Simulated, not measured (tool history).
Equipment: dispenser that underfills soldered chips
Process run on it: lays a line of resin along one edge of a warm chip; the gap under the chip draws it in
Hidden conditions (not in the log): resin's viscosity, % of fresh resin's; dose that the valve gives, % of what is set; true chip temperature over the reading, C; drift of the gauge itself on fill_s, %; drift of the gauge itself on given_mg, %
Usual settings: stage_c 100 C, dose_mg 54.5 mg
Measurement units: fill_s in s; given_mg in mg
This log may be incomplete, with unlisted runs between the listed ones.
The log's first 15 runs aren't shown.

run    day  stage_c  dose_mg  hours of work since the syringe was changed  hours of work since the valve was cleaned  hours of work since the stage was calibrated  fill_s  given_mg
     4.312  -- new syringe of resin
 16  4.371       98     65.2                                            1                                         28                                           176    93.5     63.59
 17  4.521       98     65.2                                            3                                         30                                           178   111.6     63.38
     4.679  -- new syringe of resin
 18  4.879       93     57.2                                            3                                         36                                           184   141.7     54.86
     5.071  -- new syringe of resin
 19  5.112       93     52.5                                            1                                         40                                           188   117.8     50.66
     5.438  -- new syringe of resin
 20  5.471      100     63.9                                            1                                         46                                           193    81.1     61.09
     5.817  -- new syringe of resin
     5.871  -- dispensing valve cleaned and set on the balance
 21  5.871      100     63.9                                            0                                          0                                           199    79.3     63.73
 22  6.150      100     58.5                                            5                                          5                                           204   110.5     58.35
     6.229  -- new syringe of resin
 23  6.471       95     54.5                                            4                                         10                                           209   133.6     53.91
     6.600  -- new syringe of resin
 24  6.833       95     60.4                                            4                                         16                                           215   130.5     59.43
     6.967  -- new syringe of resin
 25  7.108       90     56.8                                            2                                         20                                           219   144.2     55.79
     7.346  -- new syringe of resin
 26  7.404      108     51.1                                            1                                         25                                           224    60.2     49.99
 27  7.675      108     51.1                                            5                                         29                                           229    85.4     49.75
     7.725  -- new syringe of resin
 28  7.967       89     51.1                                            4                                         34                                           233   178.8     49.40
     8.108  -- new syringe of resin
 29  8.242      101     70.8                                            2                                         38                                           238    89.4     68.26
     8.475  -- new syringe of resin
 30  8.575      114     70.7                                            2                                         44                                           243    49.2     68.06
     8.846  -- new syringe of resin
 31  8.846      114     70.7                                            0                                         48                                           247    42.8     67.52
     9.079  -- dispensing valve cleaned and set on the balance
 32  9.233      103     47.6                                            6                                          3                                           253   107.1     47.16
     9.271  -- new syringe of resin
 33  9.471      102     48.8                                            3                                          6                                           257    93.7     48.37
     9.662  -- new syringe of resin
 34  9.804       98     53.3                                            2                                         12                                           262   101.7     52.67

Forecast each of these 5 alternatives for the next run:
     10.033  -- new syringe of resin
  A  10.096       98     58.0                                            1                                         16                                           267       ?         ?
     10.033  -- new syringe of resin
  B  10.096       89     54.0                                            1                                         16                                           267       ?         ?
     10.033  -- new syringe of resin
  C  10.096       98     67.0                                            1                                         16                                           267       ?         ?
     10.033  -- new syringe of resin
  D  10.096      113     48.9                                            1                                         16                                           267       ?         ?
     10.033  -- new syringe of resin
  E  10.096      105     64.1                                            1                                         16                                           267       ?         ?

run  fill_s  given_mg
  A    91.9     56.85
  B   138.6     53.37
  C    90.2     65.91
  D    50.3     48.03
  E    66.2     62.82
Had the tool no hidden state, the same runs would have come out as:
run  fill_s  given_mg
  A    87.4     57.85
  B   131.9     54.31
  C    85.8     67.07
  D    47.6     48.87
  E    62.9     63.93
